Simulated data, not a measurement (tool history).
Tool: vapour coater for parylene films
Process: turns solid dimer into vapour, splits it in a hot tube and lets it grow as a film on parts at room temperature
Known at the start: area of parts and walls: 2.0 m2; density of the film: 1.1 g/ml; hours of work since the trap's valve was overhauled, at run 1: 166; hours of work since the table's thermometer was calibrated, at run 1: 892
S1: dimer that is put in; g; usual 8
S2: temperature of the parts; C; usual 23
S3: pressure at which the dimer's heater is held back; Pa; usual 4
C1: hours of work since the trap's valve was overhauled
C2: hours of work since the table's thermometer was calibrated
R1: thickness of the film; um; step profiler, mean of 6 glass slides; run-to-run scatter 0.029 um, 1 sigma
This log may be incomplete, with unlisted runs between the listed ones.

run 1 hour=0 | S1=8 S2=23 S3=4 | C1=166 C2=892 | R1=2.46
run 2 hour=58.6 | S1=8 S2=23 S3=4 | C1=212 C2=937 | R1=2.45
run 3 hour=111.2 | S1=4 S2=23 S3=4 | C1=252 C2=978 | R1=1.17
run 4 hour=165 | S1=4 S2=23 S3=4 | C1=294 C2=1020 | R1=1.18
-- hour=224.7 trap's valve overhauled
run 5 hour=225.6 | S1=4 S2=23 S3=4 | C1=1 C2=1064 | R1=1.27
run 6 hour=269.3 | S1=4 S2=23 S3=4 | C1=35 C2=1098 | R1=1.22
run 7 hour=299.4 | S1=8 S2=21 S3=4 | C1=58 C2=1121 | R1=2.63
run 8 hour=336.9 | S1=8 S2=21 S3=4 | C1=87 C2=1150 | R1=2.61
run 9 hour=381.3 | S1=8 S2=21 S3=4 | C1=121 C2=1185 | R1=2.54
run 10 hour=420.7 | S1=8 S2=21 S3=4 | C1=152 C2=1215 | R1=2.57
run 11 hour=468.8 | S1=8 S2=17 S3=4 | C1=189 C2=1252 | R1=2.71
run 12 hour=512.6 | S1=8 S2=17 S3=4 | C1=223 C2=1286 | R1=2.68
run 13 hour=562.6 | S1=8 S2=17 S3=4 | C1=262 C2=1325 | R1=2.67
run 14 hour=612.5 | S1=8 S2=17 S3=4 | C1=301 C2=1364 | R1=2.59
run 15 hour=648.7 | S1=3 S2=23 S3=4 | C1=329 C2=1392 | R1=0.84
-- hour=667.8 trap's valve overhauled
run 16 hour=684.2 | S1=3 S2=23 S3=4 | C1=13 C2=1416 | R1=0.93
run 17 hour=740.8 | S1=8 S2=23 S3=10.55 | C1=57 C2=1460 | R1=2.22
run 18 hour=797.6 | S1=8 S2=23 S3=10.55 | C1=101 C2=1504 | R1=2.22
run 19 hour=825.9 | S1=8 S2=23 S3=10.55 | C1=123 C2=1526 | R1=2.16
run 20 hour=872.9 | S1=8 S2=23 S3=10.55 | C1=159 C2=1563 | R1=2.16
run 21 hour=898 | S1=8 S2=23 S3=10.55 | C1=178 C2=1582 | R1=2.16
run 22 hour=944.3 | S1=8 S2=23 S3=11.49 | C1=214 C2=1618 | R1=2.13
run 23 hour=970.7 | S1=8 S2=23 S3=3.29 | C1=235 C2=1638 | R1=2.43
run 24 hour=1020.8 | S1=8 S2=23 S3=4 | C1=274 C2=1677 | R1=2.31
run 25 hour=1058.9 | S1=3 S2=23 S3=4 | C1=303 C2=1707 | R1=0.88
run 26 hour=1083.7 | S1=12 S2=22 S3=9.12 | C1=322 C2=1726 | R1=3.2
-- hour=1108.2 trap's valve overhauled
run 27 hour=1144.8 | S1=10 S2=23 S3=10.54 | C1=28 C2=1770 | R1=2.8
run 28 hour=1199.5 | S1=10 S2=23 S3=10.54 | C1=71 C2=1813 | R1=2.83
-- hour=1229.9 table's thermometer calibrated
run 29 hour=1259.2 | S1=5 S2=30 S3=5.94 | C1=116 C2=23 | R1=1.32
run 30 hour=1283.9 | S1=11 S2=30 S3=5.94 | C1=136 C2=42 | R1=2.78
run 31 hour=1316.9 | S1=4 S2=23 S3=6.93 | C1=161 C2=67 | R1=1.15
run 32 hour=1343.8 | S1=4 S2=23 S3=6.93 | C1=182 C2=88 | R1=1.18
run 33 hour=1395 | S1=4 S2=25 S3=4.42 | C1=222 C2=128 | R1=1.11
run 34 hour=1442.6 | S1=4 S2=15 S3=2.46 | C1=258 C2=165 | R1=1.51
run 35 hour=1467.7 | S1=4 S2=22 S3=2.46 | C1=278 C2=184 | R1=1.29
run 36 hour=1515 | S1=4 S2=22 S3=2.46 | C1=315 C2=221 | R1=1.3
-- hour=1551.5 trap's valve overhauled
run 37 hour=1577.1 | S1=8 S2=18 S3=2.25 | C1=20 C2=266 | R1=3.13
run 38 hour=1633.2 | S1=3 S2=26 S3=6.32 | C1=63 C2=310 | R1=0.86
run 39 hour=1676.4 | S1=3 S2=26 S3=6.32 | C1=97 C2=343 | R1=0.83
run 40 hour=1724.1 | S1=3 S2=22 S3=6.32 | C1=134 C2=380 | R1=0.91
run 41 hour=1755.4 | S1=6 S2=22 S3=6.32 | C1=158 C2=404 | R1=1.78
run 42 hour=1813.6 | S1=6 S2=22 S3=6.32 | C1=203 C2=449 | R1=1.72
run 43 hour=1848.8 | S1=6 S2=22 S3=6.32 | C1=230 C2=477 | R1=1.77
run 44 hour=1889.2 | S1=6 S2=22 S3=6.32 | C1=262 C2=508 | R1=1.74
run 45 hour=1924.5 | S1=5 S2=29 S3=4 | C1=289 C2=535 | R1=1.29
run 46 hour=1971 | S1=8 S2=29 S3=2.94 | C1=325 C2=571 | R1=2.11
-- hour=1992.8 trap's valve overhauled
run 47 hour=2034.3 | S1=8 S2=29 S3=7.75 | C1=32 C2=617 | R1=2.07

Per-run results on a tool with no hidden state, each run keeping its own random variation:
Hidden conditions of the tool in this case: vapour lost through the trap's worn valve, %; true temperature of the parts over the reading, C; drift of the gauge itself on film_um, %.
run=1 R1=2.65
run=2 R1=2.68
run=3 R1=1.31
run=4 R1=1.34
run=5 R1=1.3
run=6 R1=1.27
run=7 R1=2.74
run=8 R1=2.75
run=9 R1=2.72
run=10 R1=2.78
run=11 R1=2.98
run=12 R1=3
run=13 R1=3.03
run=14 R1=2.98
run=15 R1=0.98
run=16 R1=0.96
run=17 R1=2.32
run=18 R1=2.37
run=19 R1=2.33
run=20 R1=2.36
run=21 R1=2.37
run=22 R1=2.37
run=23 R1=2.73
run=24 R1=2.64
run=25 R1=1.02
run=26 R1=3.74
run=27 R1=2.92
run=28 R1=2.99
run=29 R1=1.39
run=30 R1=2.95
run=31 R1=1.23
run=32 R1=1.27
run=33 R1=1.21
run=34 R1=1.67
run=35 R1=1.44
run=36 R1=1.47
run=37 R1=3.17
run=38 R1=0.89
run=39 R1=0.87
run=40 R1=0.97
run=41 R1=1.9
run=42 R1=1.88
run=43 R1=1.95
run=44 R1=1.95
run=45 R1=1.45
run=46 R1=2.42
run=47 R1=2.13

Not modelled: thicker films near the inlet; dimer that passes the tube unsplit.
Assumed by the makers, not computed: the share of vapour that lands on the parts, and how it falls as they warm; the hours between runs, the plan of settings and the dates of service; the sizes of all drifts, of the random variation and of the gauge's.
